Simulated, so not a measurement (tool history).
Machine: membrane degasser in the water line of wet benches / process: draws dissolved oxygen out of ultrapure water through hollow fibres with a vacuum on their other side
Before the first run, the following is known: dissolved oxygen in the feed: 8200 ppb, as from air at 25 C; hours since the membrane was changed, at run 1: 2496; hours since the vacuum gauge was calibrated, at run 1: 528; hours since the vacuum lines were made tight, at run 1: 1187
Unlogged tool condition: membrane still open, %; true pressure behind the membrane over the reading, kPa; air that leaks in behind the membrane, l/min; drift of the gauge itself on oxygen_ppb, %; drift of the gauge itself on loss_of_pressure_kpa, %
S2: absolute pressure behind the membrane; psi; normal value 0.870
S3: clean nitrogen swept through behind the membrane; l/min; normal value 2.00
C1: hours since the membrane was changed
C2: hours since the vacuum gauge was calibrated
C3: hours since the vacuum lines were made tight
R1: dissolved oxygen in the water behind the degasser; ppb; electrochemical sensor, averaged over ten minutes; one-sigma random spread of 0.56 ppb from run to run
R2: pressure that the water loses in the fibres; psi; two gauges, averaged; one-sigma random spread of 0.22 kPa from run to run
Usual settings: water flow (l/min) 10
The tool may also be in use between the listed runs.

Run 1, day 0.000: usual settings; C1 2496; C2 528; C3 1187. Result: R1 49.4 ppb, R2 7.694 psi.
Run 2, day 1.492: usual settings; C1 2532; C2 564; C3 1223. Result: R1 49.6 ppb, R2 7.688 psi.
Run 3, day 4.112: usual settings; C1 2595; C2 626; C3 1286. Result: R1 50.1 ppb, R2 7.735 psi.
Run 4, day 7.162: usual settings; C1 2668; C2 700; C3 1359. Result: R1 50.7 ppb, R2 7.758 psi.
Run 5, day 9.317: usual settings; C1 2719; C2 751; C3 1411. Result: R1 50.6 ppb, R2 7.746 psi.
Run 6, day 11.346: usual settings; C1 2768; C2 800; C3 1460. Result: R1 51.2 ppb, R2 7.761 psi.
Run 7, day 13.592: usual settings; C1 2822; C2 854; C3 1514. Result: R1 50.0 ppb, R2 7.744 psi.
Run 8, day 16.829: usual settings but water flow (l/min) 15; C1 2900; C2 932; C3 1591. Result: R1 124.1 ppb, R2 11.631 psi.
Run 9, day 18.442: usual settings but water flow (l/min) 6; C1 2938; C2 970; C3 1630. Result: R1 23.5 ppb, R2 4.630 psi.
Run 10, day 20.700: usual settings but water flow (l/min) 6, S3 4.87 l/min; C1 2993; C2 1024; C3 1684. Result: R1 10.0 ppb, R2 4.669 psi.
Run 11, day 23.754: usual settings but S2 1.263 psi; C1 3066; C2 1098; C3 1758. Result: R1 84.1 ppb, R2 7.758 psi.
Run 12, day 26.050: usual settings but water flow (l/min) 6, S2 1.711 psi; C1 3121; C2 1153; C3 1813. Result: R1 66.8 ppb, R2 4.644 psi.
Run 13, day 28.871: usual settings but S2 0.682 psi, S3 1.11 l/min; C1 3189; C2 1221; C3 1880. Result: R1 50.4 ppb, R2 7.761 psi.
At day 29.071: vacuum gauge calibrated.
Run 14, day 30.454: usual settings but water flow (l/min) 8, S3 5.50 l/min; C1 3226; C2 33; C3 1918. Result: R1 16.2 ppb, R2 6.240 psi.
Run 15, day 33.150: usual settings but water flow (l/min) 8, S3 5.50 l/min; C1 3291; C2 98; C3 1983. Result: R1 16.4 ppb, R2 6.237 psi.
Run 16, day 35.300: usual settings but water flow (l/min) 16, S3 5.50 l/min; C1 3343; C2 149; C3 2034. Result: R1 111.4 ppb, R2 12.483 psi.
At day 36.312: vacuum gauge calibrated, once more.
Run 17, day 36.846: usual settings but water flow (l/min) 16, S3 5.50 l/min; C1 3379; C2 13; C3 2071. Result: R1 111.3 ppb, R2 12.393 psi.
Run 18, day 38.496: usual settings but water flow (l/min) 16, S3 5.50 l/min; C1 3419; C2 52; C3 2110. Result: R1 113.0 ppb, R2 12.370 psi.

For run 19, what comes out?
Run 19, day 41.454: usual settings but water flow (l/min) 16, S2 0.973 psi, S3 2.28 l/min; C1 3490; C2 123; C3 2181. Result: R1 ?, R2 ?.

Run 19 yielded R1 150.1 ppb, R2 12.507 psi.
With no hidden state in the tool, this same run would have given R1 141.1 ppb, R2 12.259 psi.
